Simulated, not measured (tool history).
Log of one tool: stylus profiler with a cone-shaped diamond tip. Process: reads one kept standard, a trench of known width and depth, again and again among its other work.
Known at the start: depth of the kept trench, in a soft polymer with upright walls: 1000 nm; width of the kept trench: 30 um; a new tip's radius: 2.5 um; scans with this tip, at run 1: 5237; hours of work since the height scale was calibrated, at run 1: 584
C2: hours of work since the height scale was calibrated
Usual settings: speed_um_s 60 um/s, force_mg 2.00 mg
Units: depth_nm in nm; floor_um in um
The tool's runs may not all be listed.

{"run": 1, "hour": 0.0, "speed_um_s": 60, "force_mg": 2.0, "scans with this tip": 5237, "C2": 584, "depth_nm": 1008.47, "floor_um": 24.94}
{"run": 2, "hour": 31.0, "speed_um_s": 60, "force_mg": 2.0, "scans with this tip": 5430, "C2": 605, "depth_nm": 1008.1, "floor_um": 24.88}
{"run": 3, "hour": 95.1, "speed_um_s": 60, "force_mg": 2.0, "scans with this tip": 5829, "C2": 649, "depth_nm": 1007.39, "floor_um": 24.86}
{"run": 4, "hour": 157.9, "speed_um_s": 97, "force_mg": 2.0, "scans with this tip": 6220, "C2": 693, "depth_nm": 1007.56, "floor_um": 24.67}
{"run": 5, "hour": 197.9, "speed_um_s": 97, "force_mg": 2.0, "scans with this tip": 6469, "C2": 721, "depth_nm": 1007.08, "floor_um": 24.65}
{"run": 6, "hour": 258.3, "speed_um_s": 60, "force_mg": 2.0, "scans with this tip": 6845, "C2": 763, "depth_nm": 1007.18, "floor_um": 24.73}
{"run": 7, "hour": 304.2, "speed_um_s": 48, "force_mg": 1.12, "scans with this tip": 7131, "C2": 795, "depth_nm": 1004.33, "floor_um": 24.65}
{"run": 8, "hour": 333.2, "speed_um_s": 164, "force_mg": 1.08, "scans with this tip": 7311, "C2": 815, "depth_nm": 1004.02, "floor_um": 24.14}
{"run": 9, "hour": 378.8, "speed_um_s": 26, "force_mg": 2.0, "scans with this tip": 7596, "C2": 846, "depth_nm": 1006.77, "floor_um": 24.71}
{"run": 10, "hour": 440.6, "speed_um_s": 26, "force_mg": 2.0, "scans with this tip": 7980, "C2": 889, "depth_nm": 1006.91, "floor_um": 24.67}
{"run": 11, "hour": 500.4, "speed_um_s": 26, "force_mg": 2.0, "scans with this tip": 8352, "C2": 931, "depth_nm": 1007.22, "floor_um": 24.67}
{"run": 12, "hour": 530.7, "speed_um_s": 26, "force_mg": 2.0, "scans with this tip": 8541, "C2": 952, "depth_nm": 1006.78, "floor_um": 24.6}

5 ways to go on from here, each from the tool as it stands after run 12. What would each give?
{"run": "A", "hour": 568.1, "speed_um_s": 56, "force_mg": 2.06, "scans with this tip": 8774, "C2": 978, "depth_nm": "?", "floor_um": "?"}
{"run": "B", "hour": 568.1, "speed_um_s": 26, "force_mg": 5.87, "scans with this tip": 8774, "C2": 978, "depth_nm": "?", "floor_um": "?"}
{"run": "C", "hour": 568.1, "speed_um_s": 29, "force_mg": 2.0, "scans with this tip": 8774, "C2": 978, "depth_nm": "?", "floor_um": "?"}
{"run": "D", "hour": 568.1, "speed_um_s": 42, "force_mg": 3.23, "scans with this tip": 8774, "C2": 978, "depth_nm": "?", "floor_um": "?"}
{"run": "E", "hour": 568.1, "speed_um_s": 106, "force_mg": 2.17, "scans with this tip": 8774, "C2": 978, "depth_nm": "?", "floor_um": "?"}

run=A depth_nm=1006.98 floor_um=24.50
run=B depth_nm=1017.68 floor_um=24.60
run=C depth_nm=1006.82 floor_um=24.55
run=D depth_nm=1010.63 floor_um=24.55
run=E depth_nm=1007.45 floor_um=24.35
Without the tool's hidden state the same runs would have given:
run=A depth_nm=1010.13 floor_um=25.84
run=B depth_nm=1020.87 floor_um=25.94
run=C depth_nm=1009.97 floor_um=25.89
run=D depth_nm=1013.79 floor_um=25.88
run=E depth_nm=1010.60 floor_um=25.69

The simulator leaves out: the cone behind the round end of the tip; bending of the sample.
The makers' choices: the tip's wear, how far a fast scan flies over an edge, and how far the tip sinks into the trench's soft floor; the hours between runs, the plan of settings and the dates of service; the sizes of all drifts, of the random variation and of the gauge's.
